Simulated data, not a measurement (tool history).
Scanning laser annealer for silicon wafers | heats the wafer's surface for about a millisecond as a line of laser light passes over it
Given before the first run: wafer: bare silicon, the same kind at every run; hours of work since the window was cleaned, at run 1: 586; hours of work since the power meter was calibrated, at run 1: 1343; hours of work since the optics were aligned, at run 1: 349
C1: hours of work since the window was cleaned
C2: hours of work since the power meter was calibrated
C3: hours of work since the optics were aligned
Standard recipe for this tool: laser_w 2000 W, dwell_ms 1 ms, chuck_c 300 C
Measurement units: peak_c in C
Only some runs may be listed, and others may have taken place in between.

{"run": 1, "day": 0.0, "laser_w": 2000, "dwell_ms": 1, "chuck_c": 300, "C1": 586, "C2": 1343, "C3": 349, "peak_c": 1002}
{"day": 0.246, "done": "window over the wafer cleaned"}
{"run": 2, "day": 2.267, "laser_w": 2009, "dwell_ms": 1, "chuck_c": 300, "C1": 38, "C2": 1384, "C3": 390, "peak_c": 1050}
{"run": 3, "day": 4.05, "laser_w": 2000, "dwell_ms": 1, "chuck_c": 300, "C1": 71, "C2": 1418, "C3": 423, "peak_c": 1044}
{"run": 4, "day": 5.996, "laser_w": 2000, "dwell_ms": 1, "chuck_c": 300, "C1": 108, "C2": 1454, "C3": 460, "peak_c": 1037}
{"run": 5, "day": 7.971, "laser_w": 2000, "dwell_ms": 1, "chuck_c": 300, "C1": 145, "C2": 1491, "C3": 497, "peak_c": 1036}
{"run": 6, "day": 10.633, "laser_w": 2000, "dwell_ms": 1, "chuck_c": 300, "C1": 195, "C2": 1541, "C3": 547, "peak_c": 1031}
{"run": 7, "day": 12.042, "laser_w": 1852, "dwell_ms": 1, "chuck_c": 300, "C1": 221, "C2": 1568, "C3": 573, "peak_c": 956}
{"run": 8, "day": 14.508, "laser_w": 1852, "dwell_ms": 1, "chuck_c": 300, "C1": 268, "C2": 1614, "C3": 620, "peak_c": 953}
{"run": 9, "day": 17.196, "laser_w": 1852, "dwell_ms": 1, "chuck_c": 300, "C1": 318, "C2": 1664, "C3": 670, "peak_c": 952}
{"run": 10, "day": 19.683, "laser_w": 2000, "dwell_ms": 0.87, "chuck_c": 300, "C1": 365, "C2": 1711, "C3": 717, "peak_c": 966}
{"run": 11, "day": 20.988, "laser_w": 2000, "dwell_ms": 1, "chuck_c": 327, "C1": 389, "C2": 1735, "C3": 741, "peak_c": 1040}
{"run": 12, "day": 23.521, "laser_w": 2000, "dwell_ms": 1, "chuck_c": 327, "C1": 437, "C2": 1783, "C3": 789, "peak_c": 1039}
{"run": 13, "day": 24.912, "laser_w": 2000, "dwell_ms": 1, "chuck_c": 327, "C1": 463, "C2": 1809, "C3": 815, "peak_c": 1034}
{"run": 14, "day": 26.071, "laser_w": 2000, "dwell_ms": 1, "chuck_c": 327, "C1": 485, "C2": 1831, "C3": 837, "peak_c": 1029}
{"run": 15, "day": 28.504, "laser_w": 2000, "dwell_ms": 1, "chuck_c": 327, "C1": 530, "C2": 1877, "C3": 882, "peak_c": 1031}
{"run": 16, "day": 30.808, "laser_w": 2000, "dwell_ms": 1, "chuck_c": 327, "C1": 573, "C2": 1920, "C3": 926, "peak_c": 1024}
{"day": 31.733, "done": "window over the wafer cleaned"}
{"run": 17, "day": 33.242, "laser_w": 2000, "dwell_ms": 1, "chuck_c": 327, "C1": 28, "C2": 1964, "C3": 970, "peak_c": 1068}
{"run": 18, "day": 34.821, "laser_w": 2000, "dwell_ms": 1, "chuck_c": 327, "C1": 58, "C2": 1993, "C3": 999, "peak_c": 1069}
{"run": 19, "day": 36.596, "laser_w": 2000, "dwell_ms": 1, "chuck_c": 327, "C1": 91, "C2": 2027, "C3": 1033, "peak_c": 1064}
{"run": 20, "day": 39.342, "laser_w": 2000, "dwell_ms": 1, "chuck_c": 327, "C1": 143, "C2": 2078, "C3": 1084, "peak_c": 1059}
{"run": 21, "day": 40.792, "laser_w": 1811, "dwell_ms": 1.24, "chuck_c": 288, "C1": 170, "C2": 2106, "C3": 1111, "peak_c": 1012}
{"run": 22, "day": 43.575, "laser_w": 1744, "dwell_ms": 0.71, "chuck_c": 294, "C1": 222, "C2": 2158, "C3": 1164, "peak_c": 797}
{"run": 23, "day": 45.488, "laser_w": 1864, "dwell_ms": 0.76, "chuck_c": 277, "C1": 258, "C2": 2194, "C3": 1200, "peak_c": 842}
{"run": 24, "day": 48.212, "laser_w": 1864, "dwell_ms": 0.76, "chuck_c": 282, "C1": 309, "C2": 2245, "C3": 1251, "peak_c": 849}
{"run": 25, "day": 49.538, "laser_w": 1864, "dwell_ms": 1.19, "chuck_c": 282, "C1": 334, "C2": 2270, "C3": 1276, "peak_c": 1001}
{"run": 26, "day": 52.038, "laser_w": 1864, "dwell_ms": 1.19, "chuck_c": 282, "C1": 381, "C2": 2317, "C3": 1322, "peak_c": 996}
{"run": 27, "day": 54.6, "laser_w": 1706, "dwell_ms": 0.97, "chuck_c": 266, "C1": 429, "C2": 2365, "C3": 1371, "peak_c": 832}
{"run": 28, "day": 56.321, "laser_w": 1706, "dwell_ms": 0.97, "chuck_c": 266, "C1": 461, "C2": 2397, "C3": 1403, "peak_c": 833}
{"run": 29, "day": 58.1, "laser_w": 2189, "dwell_ms": 1.15, "chuck_c": 266, "C1": 495, "C2": 2430, "C3": 1436, "peak_c": 1123}
{"run": 30, "day": 59.988, "laser_w": 1807, "dwell_ms": 0.92, "chuck_c": 300, "C1": 530, "C2": 2466, "C3": 1472, "peak_c": 885}
{"run": 31, "day": 61.804, "laser_w": 1807, "dwell_ms": 0.92, "chuck_c": 300, "C1": 564, "C2": 2500, "C3": 1506, "peak_c": 885}
{"day": 63.096, "done": "window over the wafer cleaned"}
{"run": 32, "day": 63.862, "laser_w": 1807, "dwell_ms": 0.92, "chuck_c": 300, "C1": 14, "C2": 2537, "C3": 1543, "peak_c": 918}
{"run": 33, "day": 66.6, "laser_w": 1807, "dwell_ms": 0.92, "chuck_c": 300, "C1": 66, "C2": 2588, "C3": 1594, "peak_c": 915}
{"run": 34, "day": 69.171, "laser_w": 2079, "dwell_ms": 0.71, "chuck_c": 270, "C1": 114, "C2": 2637, "C3": 1642, "peak_c": 910}
{"run": 35, "day": 71.938, "laser_w": 2000, "dwell_ms": 1, "chuck_c": 289, "C1": 166, "C2": 2688, "C3": 1694, "peak_c": 1018}
{"run": 36, "day": 74.217, "laser_w": 2000, "dwell_ms": 1, "chuck_c": 289, "C1": 209, "C2": 2731, "C3": 1737, "peak_c": 1015}
{"run": 37, "day": 76.638, "laser_w": 2000, "dwell_ms": 1, "chuck_c": 289, "C1": 254, "C2": 2777, "C3": 1783, "peak_c": 1008}

Alternative continuations, all from the tool just after run 37; predict every row:
{"run": "A", "day": 78.512, "laser_w": 1969, "dwell_ms": 1, "chuck_c": 304, "C1": 289, "C2": 2812, "C3": 1818, "peak_c": "?"}
{"run": "B", "day": 78.512, "laser_w": 2000, "dwell_ms": 1.15, "chuck_c": 289, "C1": 289, "C2": 2812, "C3": 1818, "peak_c": "?"}
{"run": "C", "day": 78.512, "laser_w": 1961, "dwell_ms": 1, "chuck_c": 289, "C1": 289, "C2": 2812, "C3": 1818, "peak_c": "?"}
{"run": "D", "day": 78.512, "laser_w": 1988, "dwell_ms": 0.97, "chuck_c": 278, "C1": 289, "C2": 2812, "C3": 1818, "peak_c": "?"}
{"run": "E", "day": 78.512, "laser_w": 1798, "dwell_ms": 1, "chuck_c": 300, "C1": 289, "C2": 2812, "C3": 1818, "peak_c": "?"}

run=A peak_c=1007
run=B peak_c=1065
run=C peak_c=987
run=D peak_c=979
run=E peak_c=924
With no hidden state in the tool, these same runs would have given:
run=A peak_c=1038
run=B peak_c=1099
run=C peak_c=1018
run=D peak_c=1009
run=E peak_c=951
